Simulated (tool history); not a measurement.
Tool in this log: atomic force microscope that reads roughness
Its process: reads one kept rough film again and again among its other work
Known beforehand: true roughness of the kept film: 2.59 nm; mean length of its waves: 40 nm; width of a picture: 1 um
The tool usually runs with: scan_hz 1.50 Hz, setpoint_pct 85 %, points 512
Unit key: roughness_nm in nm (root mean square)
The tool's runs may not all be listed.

run,hour,scan_hz,setpoint_pct,points,roughness_nm
1,0.0,1.50,85,512,2.348
2,8.8,1.50,85,512,2.349
3,19.5,1.50,67,512,2.418
4,26.2,1.50,67,512,2.424
5,32.1,1.50,67,512,2.422
6,38.2,1.50,85,512,2.350
7,49.6,0.86,85,512,2.406
8,56.9,0.86,85,512,2.397
9,63.8,3.66,85,682,2.180
10,77.5,3.66,85,682,2.188
11,86.7,2.74,85,524,2.259
12,100.3,0.57,69,512,2.437
13,106.3,0.57,69,512,2.450
14,115.3,3.06,79,512,2.286

4 ways to go on from here, each from the tool as it stands after run 14. What would each give?
A,126.6,3.06,67,473,?
B,126.6,2.33,85,512,?
C,126.6,3.46,60,347,?
D,126.6,0.91,82,835,?

run,roughness_nm
A,2.368
B,2.285
C,2.382
D,2.396
Without the tool's hidden state the same runs would have given:
run,roughness_nm
A,2.374
B,2.290
C,2.387
D,2.402
